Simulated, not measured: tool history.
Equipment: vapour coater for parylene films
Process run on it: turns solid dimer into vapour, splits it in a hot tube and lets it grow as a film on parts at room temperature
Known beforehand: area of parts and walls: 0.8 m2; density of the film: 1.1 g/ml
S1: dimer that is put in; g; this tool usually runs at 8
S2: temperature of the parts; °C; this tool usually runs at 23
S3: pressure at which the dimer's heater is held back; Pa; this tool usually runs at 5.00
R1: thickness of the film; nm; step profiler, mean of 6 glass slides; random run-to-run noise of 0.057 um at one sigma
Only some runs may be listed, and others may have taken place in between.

run,hour,S1,S2,S3,R1
1,0.0,8,23,5.00,7240
2,41.3,8,23,5.00,7160
# hour 49.1: table's thermometer calibrated
# hour 89.6: trap's valve overhauled
3,108.3,8,23,5.00,7340
4,166.2,8,23,5.00,7290
5,205.5,8,23,5.00,7300
6,263.2,8,17,5.00,8470
7,307.0,5,29,10.01,3570
8,362.6,12,33,8.18,7810

For run 9, what comes out?
9,427.9,3,17,3.03,?

R1: 3340 nm
With the hidden condition absent and the run-to-run variation left alone, this run would have shown R1 3350 nm.

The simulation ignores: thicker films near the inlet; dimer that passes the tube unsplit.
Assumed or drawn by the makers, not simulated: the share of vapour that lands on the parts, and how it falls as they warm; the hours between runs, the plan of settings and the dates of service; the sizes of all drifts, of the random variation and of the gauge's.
